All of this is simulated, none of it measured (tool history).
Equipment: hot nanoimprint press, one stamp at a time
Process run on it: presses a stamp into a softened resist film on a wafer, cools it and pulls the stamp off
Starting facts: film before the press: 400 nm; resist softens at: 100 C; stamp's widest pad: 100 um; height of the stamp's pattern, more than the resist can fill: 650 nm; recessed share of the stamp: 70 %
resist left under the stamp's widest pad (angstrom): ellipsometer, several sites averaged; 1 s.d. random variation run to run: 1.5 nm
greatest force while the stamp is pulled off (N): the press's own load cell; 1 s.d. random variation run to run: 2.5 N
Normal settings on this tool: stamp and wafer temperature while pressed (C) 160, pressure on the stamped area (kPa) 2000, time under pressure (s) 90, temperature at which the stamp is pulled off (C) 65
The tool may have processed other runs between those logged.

| run | hour | stamp and wafer temperature while pressed (C) | pressure on the stamped area (kPa) | time under pressure (s) | temperature at which the stamp is pulled off (C) | resist left under the stamp's widest pad (angstrom) | greatest force while the stamp is pulled off (N) |
|---|---|---|---|---|---|---|---|
| 1 | 0.0 | 160 | 2000 | 90 | 65 | 2268 | 137 |
| 2 | 19.3 | 160 | 2000 | 90 | 65 | 2318 | 135 |
| 3 | 54.8 | 160 | 2000 | 90 | 65 | 2300 | 133 |
| 4 | 89.5 | 160 | 2000 | 90 | 65 | 2293 | 135 |
| 5 | 109.3 | 162 | 2000 | 90 | 65 | 2144 | 134 |
| 6 | 154.2 | 162 | 2000 | 90 | 65 | 2146 | 137 |
| 7 | 188.5 | 160 | 2000 | 90 | 65 | 2274 | 136 |
|  | 200.5 | stamp cleaned and given a new release coat |
|  | 211.6 | press's hydraulic seals changed and the load cell set to zero |
| 8 | 240.1 | 160 | 2000 | 90 | 65 | 2291 | 135 |
| 9 | 262.0 | 160 | 2000 | 100 | 65 | 2208 | 138 |
| 10 | 292.6 | 160 | 2000 | 90 | 65 | 2270 | 136 |
| 11 | 316.6 | 160 | 2000 | 90 | 52 | 2312 | 156 |
| 12 | 338.0 | 160 | 2000 | 90 | 71 | 2271 | 126 |
| 13 | 369.7 | 160 | 2000 | 90 | 71 | 2272 | 126 |
| 14 | 399.3 | 160 | 2000 | 90 | 71 | 2284 | 124 |
| 15 | 418.6 | 160 | 1430 | 90 | 71 | 2675 | 131 |
| 16 | 443.6 | 160 | 2000 | 49 | 71 | 2691 | 127 |
| 17 | 474.5 | 160 | 2210 | 90 | 50 | 2160 | 157 |
| 18 | 515.0 | 154 | 2210 | 90 | 50 | 2573 | 156 |
| 19 | 550.8 | 154 | 2210 | 90 | 50 | 2548 | 158 |
| 20 | 571.9 | 154 | 2210 | 90 | 50 | 2573 | 156 |
| 21 | 618.5 | 160 | 1820 | 90 | 65 | 2404 | 134 |
| 22 | 664.8 | 167 | 1820 | 90 | 65 | 1973 | 134 |
|  | 684.7 | stamp cleaned and given a new release coat |
| 23 | 691.3 | 160 | 2000 | 68 | 65 | 2470 | 134 |
| 24 | 713.8 | 162 | 2000 | 90 | 62 | 2153 | 138 |
|  | 735.0 | plate thermocouple calibrated |
| 25 | 744.4 | 162 | 2000 | 90 | 62 | 2148 | 142 |

4 ways to go on from here, each from the tool as it stands after run 25. What would each give?
| A | 773.0 | 160 | 1610 | 152 | 71 | ? | ? |
| B | 773.0 | 151 | 2000 | 85 | 60 | ? | ? |
| C | 773.0 | 161 | 2000 | 128 | 65 | ? | ? |
| D | 773.0 | 172 | 2000 | 74 | 60 | ? | ? |

| run | resist left under the stamp's widest pad (angstrom) | greatest force while the stamp is pulled off (N) |
|---|---|---|
| A | 2207 | 129 |
| B | 2935 | 149 |
| C | 1968 | 135 |
| D | 1718 | 144 |
With the hidden condition removed and each run's random variation left untouched, the same runs would have given:
| run | resist left under the stamp's widest pad (angstrom) | greatest force while the stamp is pulled off (N) |
|---|---|---|
| A | 2206 | 129 |
| B | 2934 | 149 |
| C | 1968 | 135 |
| D | 1717 | 144 |
